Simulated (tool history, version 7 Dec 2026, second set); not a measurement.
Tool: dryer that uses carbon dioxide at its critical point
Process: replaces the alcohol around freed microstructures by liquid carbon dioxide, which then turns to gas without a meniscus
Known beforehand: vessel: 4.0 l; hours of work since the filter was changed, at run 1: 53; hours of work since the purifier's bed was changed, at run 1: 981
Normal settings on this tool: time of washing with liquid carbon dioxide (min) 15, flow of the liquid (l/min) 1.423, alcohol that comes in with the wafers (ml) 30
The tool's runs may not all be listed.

run	hour	time of washing with liquid carbon dioxide (min)	flow of the liquid (l/min)	alcohol that comes in with the wafers (ml)	hours of work since the filter was changed	hours of work since the purifier's bed was changed	alcohol left in the vessel before it's heated (ppm by volume)
1	0	15	1.423	30	53	981	130
2	36.3	15	1.423	30	77	1005	123
3	101.5	15	1.423	30	120	1048	140
4	136.2	15	1.423	30	142	1070	153
5	185.6	15	1.423	30	175	1103	172
# hour 202.9: inlet filter changed
6	234.6	15	1.423	118	21	1134	289
7	289.6	15	1.423	26	57	1170	131
8	334.4	15	1.423	26	86	1200	135
9	396.2	15	1.423	26	127	1240	147
10	429.1	15	1.423	26	148	1262	145
11	464.7	15	1.423	26	172	1285	159
# hour 484.9: inlet filter changed
12	532.5	16	1.423	26	31	1329	122
13	566.4	16	1.423	26	54	1351	124
14	597.8	16	1.06	26	74	1372	224
15	654.1	16	1.06	26	111	1409	243
# hour 699.9: purifier's bed changed
16	704.4	16	1.06	26	142	3	176
17	752.3	16	1.06	26	174	34	194
# hour 768.9: inlet filter changed
18	816	16	1.06	26	31	76	132
19	857.1	11	1.423	30	58	102	219
20	907.3	11	1.423	30	91	135	262
21	948.4	11	1.423	30	118	162	278
22	1001.6	11	1.423	30	153	197	301
# hour 1049.6: inlet filter changed
23	1063.4	15	1.423	22	9	237	58
24	1106.7	15	1.26	69	37	266	240
25	1177.5	15	1.28	30	84	312	131
26	1228.7	22	1.67	48	118	346	27
27	1293.8	22	1.34	88	160	388	80
# hour 1334.2: inlet filter changed
28	1353.9	22	1.34	88	13	427	50
29	1400.3	15	1.37	37	43	458	118
30	1469.9	10	1.22	25	89	503	437
31	1509	13	1.21	34	115	529	297
32	1549.6	19	1.72	30	141	556	46
33	1598.2	19	1.78	30	173	587	48
# hour 1615.9: inlet filter changed
34	1657.9	15	1.06	49	28	626	353
35	1701.8	15	1.06	49	56	655	363
36	1732.1	15	1.76	80	76	675	105
37	1784.6	19	2.33	70	111	709	52
38	1849.1	19	1.96	71	153	751	67
# hour 1900.9: inlet filter changed
39	1908	17	1.31	30	5	789	105
40	1945.5	14	0.94	90	29	814	1085
41	1988.1	14	0.94	90	57	842	1122
42	2021.1	22	1.4	88	79	864	77
43	2056.9	15	0.94	55	102	887	630
44	2121.7	15	0.94	55	145	930	709
45	2178.1	15	0.94	55	182	967	762

Measured minus without-hidden-state, run by run (identical run-to-run variation in each term; gauge scatter may differ):
Hidden state present: flow that reaches the vessel past the clogged filter, %; alcohol in the recycled carbon dioxide, ppm; drift of the gauge itself on alcohol_ppm, %.
run	alcohol left in the vessel before it's heated (ppm by volume)
1	+69
2	+74
3	+90
4	+95
5	+109
6	+85
7	+80
8	+89
9	+102
10	+104
11	+115
12	+85
13	+88
14	+110
15	+128
16	+55
17	+72
18	+17
19	+40
20	+63
21	+82
22	+109
23	+17
24	+44
25	+46
26	+25
27	+50
28	+29
29	+41
30	+95
31	+101
32	+40
33	+44
34	+70
35	+95
36	+63
37	+46
38	+53
39	+51
40	+125
41	+193
42	+63
43	+186
44	+252
45	+310
